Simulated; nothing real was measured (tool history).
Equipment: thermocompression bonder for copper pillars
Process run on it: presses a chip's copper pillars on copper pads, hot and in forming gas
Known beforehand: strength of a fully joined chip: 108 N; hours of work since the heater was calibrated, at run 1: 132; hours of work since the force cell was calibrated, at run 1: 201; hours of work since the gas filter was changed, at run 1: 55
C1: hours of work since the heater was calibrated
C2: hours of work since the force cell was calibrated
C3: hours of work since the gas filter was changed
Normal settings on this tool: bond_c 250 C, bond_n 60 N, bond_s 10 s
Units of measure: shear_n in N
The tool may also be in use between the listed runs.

{"run": 1, "hour": 0.0, "bond_c": 250, "bond_n": 60, "bond_s": 10, "C1": 132, "C2": 201, "C3": 55, "shear_n": 64.4}
{"run": 2, "hour": 38.0, "bond_c": 250, "bond_n": 60, "bond_s": 10, "C1": 153, "C2": 222, "C3": 77, "shear_n": 63.4}
{"run": 3, "hour": 60.8, "bond_c": 250, "bond_n": 60, "bond_s": 10, "C1": 166, "C2": 235, "C3": 89, "shear_n": 63.7}
{"run": 4, "hour": 108.2, "bond_c": 250, "bond_n": 60, "bond_s": 10, "C1": 193, "C2": 261, "C3": 116, "shear_n": 63.4}
{"run": 5, "hour": 134.3, "bond_c": 250, "bond_n": 60, "bond_s": 10, "C1": 207, "C2": 276, "C3": 131, "shear_n": 64.2}
{"run": 6, "hour": 155.4, "bond_c": 250, "bond_n": 60, "bond_s": 10, "C1": 219, "C2": 288, "C3": 142, "shear_n": 64.2}
{"run": 7, "hour": 187.2, "bond_c": 250, "bond_n": 60, "bond_s": 16, "C1": 237, "C2": 305, "C3": 160, "shear_n": 73.1}
{"hour": 224.6, "done": "forming gas filter changed"}
{"run": 8, "hour": 234.5, "bond_c": 250, "bond_n": 60, "bond_s": 16, "C1": 263, "C2": 332, "C3": 6, "shear_n": 76.4}
{"hour": 240.7, "done": "heater calibrated with a thermocouple chip"}
{"run": 9, "hour": 258.8, "bond_c": 248, "bond_n": 67, "bond_s": 12, "C1": 10, "C2": 344, "C3": 18, "shear_n": 73.1}

Forecast run 10:
{"run": 10, "hour": 285.7, "bond_c": 248, "bond_n": 67, "bond_s": 12, "C1": 25, "C2": 359, "C3": 33, "shear_n": "?"}

For run 10 the tool returned shear_n 73.3 N.
With the hidden condition absent and the run-to-run variation left alone, this run would have shown shear_n 70.6 N.
